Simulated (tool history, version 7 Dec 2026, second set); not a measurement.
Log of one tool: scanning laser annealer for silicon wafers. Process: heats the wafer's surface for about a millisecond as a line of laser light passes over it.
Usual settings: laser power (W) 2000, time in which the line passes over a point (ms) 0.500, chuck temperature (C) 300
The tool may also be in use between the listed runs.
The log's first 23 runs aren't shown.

run	hour	laser power (W)	time in which the line passes over a point (ms)	chuck temperature (C)	highest temperature of the surface (C)
24	266.1	1804	0.500	329	939
25	280.8	2071	0.500	300	1011
26	291.6	1830	0.358	312	821
27	306.9	1830	0.358	312	822
28	317.8	1830	0.358	312	820
29	327.2	1830	0.358	312	817
30	343.5	1912	0.405	263	835
31	353.5	1970	0.500	300	971
32	366.7	2000	0.530	300	1004
33	383.7	1814	0.385	300	823
34	393.1	1734	0.408	300	813
35	406.7	1886	0.500	283	920
36	421.8	2000	0.500	324	1007
37	438.4	2000	0.500	324	1003
38	445.5	2135	0.372	300	914
39	460.4	2079	0.579	267	1040
40	475.0	1779	0.500	300	896
41	483.6	2090	0.547	275	1027

Forecast each of these 3 alternatives for the next run:
A	496.9	2000	0.357	304	?
B	496.9	2090	0.594	298	?
C	496.9	2000	0.354	300	?

run	highest temperature of the surface (C)
A	860
B	1085
C	851
Without the tool's hidden state the same runs would have given:
run	highest temperature of the surface (C)
A	892
B	1130
C	882
